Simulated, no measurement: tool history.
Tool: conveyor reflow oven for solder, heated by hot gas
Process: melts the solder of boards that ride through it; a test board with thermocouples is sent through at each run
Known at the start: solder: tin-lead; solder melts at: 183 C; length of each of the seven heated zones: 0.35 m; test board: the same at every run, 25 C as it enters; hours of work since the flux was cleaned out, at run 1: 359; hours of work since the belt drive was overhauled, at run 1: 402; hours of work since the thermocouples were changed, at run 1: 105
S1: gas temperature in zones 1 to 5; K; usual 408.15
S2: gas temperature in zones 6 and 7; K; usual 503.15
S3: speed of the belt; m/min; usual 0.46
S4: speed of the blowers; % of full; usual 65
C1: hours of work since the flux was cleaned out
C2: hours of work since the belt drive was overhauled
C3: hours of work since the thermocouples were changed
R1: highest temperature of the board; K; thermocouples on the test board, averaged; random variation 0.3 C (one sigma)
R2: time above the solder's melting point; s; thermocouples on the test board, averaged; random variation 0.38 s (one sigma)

{"run": 1, "hour": 0.0, "S1": 408.15, "S2": 503.15, "S3": 0.46, "S4": 65, "C1": 359, "C2": 402, "C3": 105, "R1": 487.05, "R2": 63.9}
{"run": 2, "hour": 5.4, "S1": 408.15, "S2": 503.15, "S3": 0.46, "S4": 67, "C1": 362, "C2": 404, "C3": 107, "R1": 488.15, "R2": 64.5}
{"run": 3, "hour": 13.1, "S1": 408.15, "S2": 503.15, "S3": 0.46, "S4": 67, "C1": 365, "C2": 408, "C3": 111, "R1": 487.95, "R2": 65.1}
{"run": 4, "hour": 21.5, "S1": 408.15, "S2": 503.15, "S3": 0.46, "S4": 67, "C1": 369, "C2": 411, "C3": 114, "R1": 487.35, "R2": 64.8}
{"run": 5, "hour": 25.9, "S1": 408.15, "S2": 503.15, "S3": 0.46, "S4": 65, "C1": 371, "C2": 413, "C3": 117, "R1": 486.85, "R2": 65}
{"run": 6, "hour": 30.8, "S1": 408.15, "S2": 503.15, "S3": 0.46, "S4": 65, "C1": 373, "C2": 416, "C3": 119, "R1": 486.45, "R2": 64.4}
{"run": 7, "hour": 39.7, "S1": 408.15, "S2": 503.15, "S3": 0.46, "S4": 65, "C1": 377, "C2": 420, "C3": 123, "R1": 487.35, "R2": 64.1}
{"run": 8, "hour": 46.0, "S1": 408.15, "S2": 503.15, "S3": 0.46, "S4": 65, "C1": 380, "C2": 423, "C3": 126, "R1": 487.15, "R2": 64.4}
{"run": 9, "hour": 53.0, "S1": 408.15, "S2": 503.15, "S3": 0.46, "S4": 80, "C1": 383, "C2": 426, "C3": 129, "R1": 491.15, "R2": 69.1}
{"run": 10, "hour": 61.0, "S1": 407.15, "S2": 503.15, "S3": 0.46, "S4": 80, "C1": 387, "C2": 429, "C3": 133, "R1": 490.25, "R2": 67.7}
{"run": 11, "hour": 66.6, "S1": 408.15, "S2": 503.15, "S3": 0.46, "S4": 65, "C1": 390, "C2": 432, "C3": 135, "R1": 486.95, "R2": 64.6}
{"run": 12, "hour": 73.6, "S1": 408.15, "S2": 503.15, "S3": 0.46, "S4": 65, "C1": 393, "C2": 435, "C3": 138, "R1": 487.05, "R2": 63.9}
{"run": 13, "hour": 78.6, "S1": 408.15, "S2": 503.15, "S3": 0.46, "S4": 65, "C1": 395, "C2": 437, "C3": 141, "R1": 486.75, "R2": 64.2}
{"run": 14, "hour": 86.9, "S1": 408.15, "S2": 503.15, "S3": 0.46, "S4": 65, "C1": 399, "C2": 441, "C3": 144, "R1": 486.95, "R2": 63.2}
{"hour": 100.7, "done": "flux residue cleaned out of gas plates and filters"}
{"run": 15, "hour": 101.5, "S1": 419.15, "S2": 503.15, "S3": 0.46, "S4": 65, "C1": 0, "C2": 446, "C3": 149, "R1": 488.95, "R2": 71}
{"run": 16, "hour": 108.1, "S1": 414.15, "S2": 515.15, "S3": 0.46, "S4": 81, "C1": 3, "C2": 449, "C3": 152, "R1": 502.65, "R2": 80.2}
{"run": 17, "hour": 114.5, "S1": 400.15, "S2": 503.15, "S3": 0.46, "S4": 51, "C1": 6, "C2": 452, "C3": 155, "R1": 480.65, "R2": 52}
{"run": 18, "hour": 123.9, "S1": 419.15, "S2": 503.15, "S3": 0.438, "S4": 51, "C1": 11, "C2": 456, "C3": 159, "R1": 485.75, "R2": 71.1}
{"run": 19, "hour": 130.0, "S1": 403.15, "S2": 510.15, "S3": 0.498, "S4": 85, "C1": 13, "C2": 459, "C3": 162, "R1": 494.95, "R2": 64.1}
{"run": 20, "hour": 136.7, "S1": 398.15, "S2": 504.15, "S3": 0.46, "S4": 65, "C1": 16, "C2": 462, "C3": 165, "R1": 486.35, "R2": 59.2}
{"run": 21, "hour": 142.8, "S1": 418.15, "S2": 503.15, "S3": 0.46, "S4": 87, "C1": 19, "C2": 464, "C3": 168, "R1": 493.45, "R2": 74.7}
{"run": 22, "hour": 152.4, "S1": 418.15, "S2": 503.15, "S3": 0.46, "S4": 87, "C1": 24, "C2": 469, "C3": 172, "R1": 493.15, "R2": 75.6}
{"run": 23, "hour": 159.0, "S1": 418.15, "S2": 504.15, "S3": 0.538, "S4": 85, "C1": 27, "C2": 472, "C3": 175, "R1": 489.75, "R2": 60.3}
{"run": 24, "hour": 165.7, "S1": 418.15, "S2": 510.15, "S3": 0.538, "S4": 53, "C1": 30, "C2": 475, "C3": 178, "R1": 485.15, "R2": 55}
{"run": 25, "hour": 172.6, "S1": 417.15, "S2": 510.15, "S3": 0.538, "S4": 84, "C1": 33, "C2": 478, "C3": 181, "R1": 494.35, "R2": 64.1}
{"run": 26, "hour": 182.0, "S1": 417.15, "S2": 510.15, "S3": 0.538, "S4": 84, "C1": 37, "C2": 482, "C3": 186, "R1": 494.45, "R2": 64.2}
{"run": 27, "hour": 190.3, "S1": 413.15, "S2": 516.15, "S3": 0.445, "S4": 84, "C1": 41, "C2": 486, "C3": 189, "R1": 504.95, "R2": 83.4}
{"run": 28, "hour": 197.8, "S1": 408.15, "S2": 515.15, "S3": 0.376, "S4": 65, "C1": 44, "C2": 490, "C3": 193, "R1": 504.15, "R2": 95.5}
{"run": 29, "hour": 204.0, "S1": 408.15, "S2": 503.15, "S3": 0.46, "S4": 63, "C1": 47, "C2": 492, "C3": 196, "R1": 486.65, "R2": 63.4}
{"run": 30, "hour": 211.2, "S1": 408.15, "S2": 503.15, "S3": 0.46, "S4": 61, "C1": 50, "C2": 496, "C3": 199, "R1": 486.05, "R2": 62}

How the hidden state differs across the entries between the runs, from the last listed run before each to the first after it:
Between runs 14 and 15: flux residue cleaned out of gas plates and filters (hour 100.7)
  heat that the gas passes to the board, % of a clean oven's: 99.7 -> 100

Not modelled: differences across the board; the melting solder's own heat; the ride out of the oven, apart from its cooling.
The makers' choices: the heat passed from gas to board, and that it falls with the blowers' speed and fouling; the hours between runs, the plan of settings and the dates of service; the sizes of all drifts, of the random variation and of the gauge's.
